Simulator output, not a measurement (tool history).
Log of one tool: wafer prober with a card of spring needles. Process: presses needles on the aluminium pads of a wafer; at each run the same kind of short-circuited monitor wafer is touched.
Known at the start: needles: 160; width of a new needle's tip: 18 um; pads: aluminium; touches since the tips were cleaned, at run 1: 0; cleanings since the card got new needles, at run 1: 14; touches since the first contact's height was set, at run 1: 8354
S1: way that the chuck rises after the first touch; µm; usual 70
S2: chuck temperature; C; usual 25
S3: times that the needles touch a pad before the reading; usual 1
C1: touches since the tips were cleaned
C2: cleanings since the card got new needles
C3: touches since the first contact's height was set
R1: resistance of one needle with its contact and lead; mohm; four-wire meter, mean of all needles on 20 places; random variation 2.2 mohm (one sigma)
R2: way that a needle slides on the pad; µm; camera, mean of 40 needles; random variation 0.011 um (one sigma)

run 1 hour=0.0 | S1=70 S2=25 S3=1 | C1=0 C2=14 C3=8354 | R1=245 R2=13.17
run 2 hour=13.1 | S1=70 S2=25 S3=1 | C1=3331 C2=14 C3=11685 | R1=305 R2=13.19
-- hour=18.6 tips cleaned on abrasive film
run 3 hour=21.9 | S1=70 S2=25 S3=1 | C1=853 C2=15 C3=13893 | R1=272 R2=13.15
run 4 hour=28.2 | S1=70 S2=25 S3=1 | C1=2439 C2=15 C3=15479 | R1=293 R2=13.16
run 5 hour=37.0 | S1=70 S2=25 S3=2 | C1=4679 C2=15 C3=17719 | R1=292 R2=13.15
-- hour=38.4 tips cleaned on abrasive film
run 6 hour=49.4 | S1=70 S2=25 S3=1 | C1=2769 C2=16 C3=20826 | R1=302 R2=13.13
-- hour=58.0 tips cleaned on abrasive film
run 7 hour=60.1 | S1=70 S2=25 S3=1 | C1=550 C2=17 C3=23535 | R1=261 R2=13.14
run 8 hour=73.3 | S1=70 S2=25 S3=1 | C1=3882 C2=17 C3=26867 | R1=313 R2=13.12
-- hour=77.4 tips cleaned on abrasive film
run 9 hour=84.6 | S1=70 S2=25 S3=1 | C1=1824 C2=18 C3=29714 | R1=292 R2=13.10
-- hour=96.6 tips cleaned on abrasive film
run 10 hour=99.3 | S1=70 S2=25 S3=3 | C1=690 C2=19 C3=33428 | R1=256 R2=13.08
run 11 hour=112.1 | S1=70 S2=73 S3=3 | C1=3918 C2=19 C3=36656 | R1=277 R2=13.11
-- hour=115.2 tips cleaned on abrasive film
run 12 hour=122.6 | S1=70 S2=73 S3=3 | C1=1871 C2=20 C3=39297 | R1=272 R2=13.07
-- hour=134.4 tips cleaned on abrasive film
run 13 hour=134.4 | S1=70 S2=33 S3=1 | C1=0 C2=21 C3=42269 | R1=251 R2=13.07
run 14 hour=148.7 | S1=70 S2=33 S3=1 | C1=3636 C2=21 C3=45905 | R1=320 R2=13.07
-- hour=154.0 tips cleaned on abrasive film
run 15 hour=158.6 | S1=70 S2=39 S3=1 | C1=1150 C2=22 C3=48377 | R1=276 R2=13.06
run 16 hour=170.9 | S1=85 S2=39 S3=1 | C1=4286 C2=22 C3=51513 | R1=294 R2=15.88
-- hour=173.0 tips cleaned on abrasive film
run 17 hour=185.9 | S1=70 S2=116 S3=1 | C1=3277 C2=23 C3=55286 | R1=321 R2=13.04
-- hour=191.9 tips cleaned on abrasive film
run 18 hour=197.1 | S1=70 S2=116 S3=1 | C1=1328 C2=24 C3=58115 | R1=302 R2=13.03
run 19 hour=204.0 | S1=71 S2=27 S3=2 | C1=3074 C2=24 C3=59861 | R1=279 R2=13.20
-- hour=211.3 tips cleaned on abrasive film
run 20 hour=214.5 | S1=71 S2=47 S3=1 | C1=808 C2=25 C3=62492 | R1=275 R2=13.20
-- hour=225.7 height of the first contact set anew
run 21 hour=228.1 | S1=71 S2=47 S3=1 | C1=4177 C2=25 C3=599 | R1=319 R2=13.38
-- hour=230.6 tips cleaned on abrasive film
run 22 hour=241.3 | S1=73 S2=34 S3=2 | C1=2724 C2=26 C3=3927 | R1=278 R2=13.77
-- hour=249.8 tips cleaned on abrasive film
run 23 hour=253.2 | S1=73 S2=69 S3=2 | C1=843 C2=27 C3=6915 | R1=264 R2=13.74
run 24 hour=263.9 | S1=70 S2=27 S3=1 | C1=3577 C2=27 C3=9649 | R1=308 R2=13.15
-- hour=268.6 tips cleaned on abrasive film
run 25 hour=272.1 | S1=70 S2=27 S3=2 | C1=880 C2=28 C3=11688 | R1=258 R2=13.15
run 26 hour=284.8 | S1=65 S2=100 S3=2 | C1=4096 C2=28 C3=14904 | R1=312 R2=12.21
-- hour=287.7 tips cleaned on abrasive film
run 27 hour=296.2 | S1=65 S2=42 S3=1 | C1=2152 C2=29 C3=17771 | R1=305 R2=12.18
-- hour=306.9 tips cleaned on abrasive film
run 28 hour=308.6 | S1=64 S2=63 S3=1 | C1=446 C2=30 C3=20910 | R1=271 R2=11.99
run 29 hour=321.1 | S1=75 S2=61 S3=2 | C1=3617 C2=30 C3=24081 | R1=290 R2=14.05
-- hour=325.7 tips cleaned on abrasive film
run 30 hour=334.4 | S1=75 S2=29 S3=2 | C1=2198 C2=31 C3=27425 | R1=267 R2=14.06
run 31 hour=343.9 | S1=75 S2=26 S3=2 | C1=4612 C2=31 C3=29839 | R1=289 R2=14.04
-- hour=344.7 tips cleaned on abrasive film
run 32 hour=354.3 | S1=70 S2=25 S3=1 | C1=2427 C2=32 C3=32445 | R1=298 R2=13.09
-- hour=363.3 tips cleaned on abrasive film
run 33 hour=366.0 | S1=86 S2=73 S3=3 | C1=686 C2=33 C3=35394 | R1=258 R2=16.08
run 34 hour=373.0 | S1=69 S2=70 S3=3 | C1=2449 C2=33 C3=37157 | R1=270 R2=12.91
-- hour=382.7 tips cleaned on abrasive film
run 35 hour=382.7 | S1=69 S2=70 S3=3 | C1=0 C2=34 C3=39588 | R1=260 R2=12.87

3 ways to go on from here, each from the tool as it stands after run 35. What would each give?
run A hour=396.5 | S1=59 S2=72 S3=3 | C1=3501 C2=34 C3=43089 | R1=? R2=?
run B hour=396.5 | S1=70 S2=71 S3=1 | C1=3501 C2=34 C3=43089 | R1=? R2=?
run C hour=396.5 | S1=85 S2=70 S3=1 | C1=3501 C2=34 C3=43089 | R1=? R2=?

run=A R1=291 R2=10.99
run=B R1=322 R2=13.06
run=C R1=303 R2=15.88
Without the tool's hidden state the same runs would have given:
run=A R1=259 R2=11.12
run=B R1=257 R2=13.20
run=C R1=256 R2=16.01
